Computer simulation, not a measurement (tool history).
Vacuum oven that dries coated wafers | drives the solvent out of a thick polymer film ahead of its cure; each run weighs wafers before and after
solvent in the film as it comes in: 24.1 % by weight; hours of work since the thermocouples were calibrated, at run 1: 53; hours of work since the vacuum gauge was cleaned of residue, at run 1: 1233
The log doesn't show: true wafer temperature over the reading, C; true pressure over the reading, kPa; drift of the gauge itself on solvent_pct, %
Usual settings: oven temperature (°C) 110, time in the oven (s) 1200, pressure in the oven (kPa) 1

| run | hour | oven temperature (°C) | time in the oven (s) | pressure in the oven (kPa) | hours of work since the thermocouples were calibrated | hours of work since the vacuum gauge was cleaned of residue | solvent left in the film (%) |
|---|---|---|---|---|---|---|---|
| 1 | 0 | 110 | 1200 | 1 | 53 | 1233 | 2.98 |
| 2 | 47.6 | 110 | 2160 | 1 | 90 | 1269 | 0.8 |
| 3 | 78.6 | 110 | 2160 | 1 | 113 | 1293 | 0.8 |
| 4 | 119 | 110 | 2160 | 1 | 144 | 1324 | 0.8 |
| 5 | 147.3 | 110 | 1200 | 1 | 166 | 1345 | 3 |
| 6 | 185.3 | 110 | 1200 | 1 | 194 | 1374 | 2.98 |
| 7 | 215.7 | 110 | 1200 | 2.57 | 218 | 1397 | 3.26 |
| 8 | 257.3 | 110 | 1200 | 2.57 | 249 | 1429 | 3.26 |
| 9 | 285.3 | 110 | 1200 | 1 | 271 | 1450 | 2.99 |
| 10 | 330.4 | 110 | 1200 | 1 | 305 | 1485 | 2.97 |
| 11 | 364.2 | 110 | 1200 | 1 | 331 | 1511 | 2.96 |
| 12 | 399.4 | 110 | 720 | 1 | 358 | 1537 | 6.24 |
| 13 | 440.8 | 110 | 720 | 1 | 389 | 1569 | 6.25 |
| 14 | 489 | 124 | 720 | 1.34 | 426 | 1606 | 3.1 |
| 15 | 540.2 | 124 | 720 | 1.34 | 465 | 1645 | 3.09 |
| 16 | 564.5 | 115 | 720 | 0.82 | 483 | 1663 | 4.99 |
| 17 | 587.3 | 115 | 720 | 0.82 | 501 | 1680 | 4.96 |
| 18 | 614.5 | 97 | 660 | 0.88 | 521 | 1701 | 10.26 |
| 19 | 646.6 | 100 | 660 | 1.3 | 546 | 1726 | 9.53 |
| 20 | 669.1 | 107 | 840 | 1.03 | 563 | 1743 | 5.97 |
| 21 | 695.3 | 114 | 660 | 3.32 | 583 | 1763 | 6.14 |
| 22 | 728.7 | 110 | 2040 | 1 | 608 | 1788 | 0.94 |
| 23 | 773.3 | 110 | 1020 | 2.44 | 642 | 1822 | 4.15 |
| 24 | 803.6 | 110 | 780 | 3.98 | 665 | 1845 | 6.14 |
| 25 | 833 | 110 | 1620 | 3.98 | 688 | 1868 | 2.17 |

5 ways to go on from here, each from the tool as it stands after run 25. What would each give?
| A | 871.2 | 108 | 660 | 1.62 | 717 | 1897 | ? |
| B | 871.2 | 110 | 1200 | 1.19 | 717 | 1897 | ? |
| C | 871.2 | 110 | 1560 | 1 | 717 | 1897 | ? |
| D | 871.2 | 117 | 1080 | 0.51 | 717 | 1897 | ? |
| E | 871.2 | 106 | 1200 | 1.69 | 717 | 1897 | ? |

| run | solvent left in the film (%) |
|---|---|
| A | 7.44 |
| B | 3.01 |
| C | 1.75 |
| D | 2.17 |
| E | 3.97 |
Without the tool's hidden state the same runs would have given:
| run | solvent left in the film (%) |
|---|---|
| A | 7.46 |
| B | 3.02 |
| C | 1.76 |
| D | 2.17 |
| E | 3.98 |
